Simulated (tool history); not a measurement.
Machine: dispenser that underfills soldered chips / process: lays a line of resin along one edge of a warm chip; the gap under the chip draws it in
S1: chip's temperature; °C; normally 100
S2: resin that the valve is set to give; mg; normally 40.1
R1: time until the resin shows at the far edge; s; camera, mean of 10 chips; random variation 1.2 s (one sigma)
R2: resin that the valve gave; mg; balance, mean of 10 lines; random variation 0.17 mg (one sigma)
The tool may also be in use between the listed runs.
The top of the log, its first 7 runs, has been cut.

| run | hour | S1 | S2 | R1 | R2 |
|---|---|---|---|---|---|
|  | 29.5 | new syringe of resin |
| 8 | 31.0 | 106 | 40.1 | 86.8 | 36.68 |
| 9 | 34.9 | 106 | 40.1 | 98.2 | 36.54 |
| 10 | 39.1 | 106 | 40.1 | 112.4 | 36.34 |
|  | 43.3 | new syringe of resin |
| 11 | 44.7 | 112 | 40.1 | 66.4 | 36.43 |
| 12 | 47.5 | 112 | 40.1 | 73.0 | 36.30 |
| 13 | 50.9 | 100 | 40.1 | 138.8 | 36.33 |
| 14 | 55.9 | 100 | 40.1 | 161.7 | 36.29 |
|  | 57.3 | new syringe of resin |
| 15 | 59.3 | 107 | 40.1 | 86.3 | 35.88 |
| 16 | 64.5 | 107 | 40.1 | 100.6 | 36.31 |
|  | 66.7 | dispensing valve cleaned and set on the balance |
| 17 | 71.0 | 93 | 41.2 | 219.4 | 41.18 |
|  | 72.1 | new syringe of resin |
| 18 | 73.8 | 103 | 35.9 | 101.5 | 35.84 |
| 19 | 78.5 | 106 | 38.3 | 99.9 | 37.97 |
| 20 | 81.2 | 95 | 45.0 | 178.4 | 44.99 |
| 21 | 84.0 | 89 | 45.4 | 260.6 | 45.03 |
|  | 86.1 | new syringe of resin |
| 22 | 88.8 | 87 | 43.0 | 208.4 | 42.51 |
| 23 | 92.6 | 112 | 36.9 | 74.8 | 36.45 |
| 24 | 95.7 | 89 | 45.8 | 232.6 | 45.17 |
|  | 99.9 | new syringe of resin |
| 25 | 100.0 | 110 | 40.6 | 66.4 | 40.02 |
| 26 | 103.6 | 92 | 34.2 | 178.6 | 33.33 |
| 27 | 109.3 | 104 | 47.3 | 114.7 | 46.12 |
|  | 114.1 | new syringe of resin |
| 28 | 114.1 | 104 | 47.3 | 90.1 | 45.94 |
| 29 | 118.9 | 104 | 47.3 | 102.8 | 45.87 |
| 30 | 123.8 | 114 | 40.1 | 78.1 | 38.78 |
|  | 127.9 | new syringe of resin |
| 31 | 129.5 | 111 | 51.6 | 65.4 | 50.28 |
| 32 | 131.9 | 114 | 39.0 | 64.5 | 37.54 |

Consider 5 possible next runs. They are alternatives, not a sequence: every one starts from the tool as it was left by run 32. What does each give?
| A | 136.7 | 114 | 50.0 | ? | ? |
| B | 136.7 | 99 | 39.0 | ? | ? |
| C | 136.7 | 89 | 35.8 | ? | ? |
| D | 136.7 | 108 | 40.1 | ? | ? |
| E | 136.7 | 100 | 49.7 | ? | ? |

| run | R1 | R2 |
|---|---|---|
| A | 72.8 | 47.83 |
| B | 144.6 | 37.59 |
| C | 243.5 | 34.39 |
| D | 96.4 | 38.64 |
| E | 133.3 | 47.76 |
Without the tool's unlogged condition, the same runs would have read:
| run | R1 | R2 |
|---|---|---|
| A | 58.1 | 49.82 |
| B | 115.3 | 39.15 |
| C | 194.1 | 35.82 |
| D | 76.7 | 40.25 |
| E | 106.9 | 49.75 |
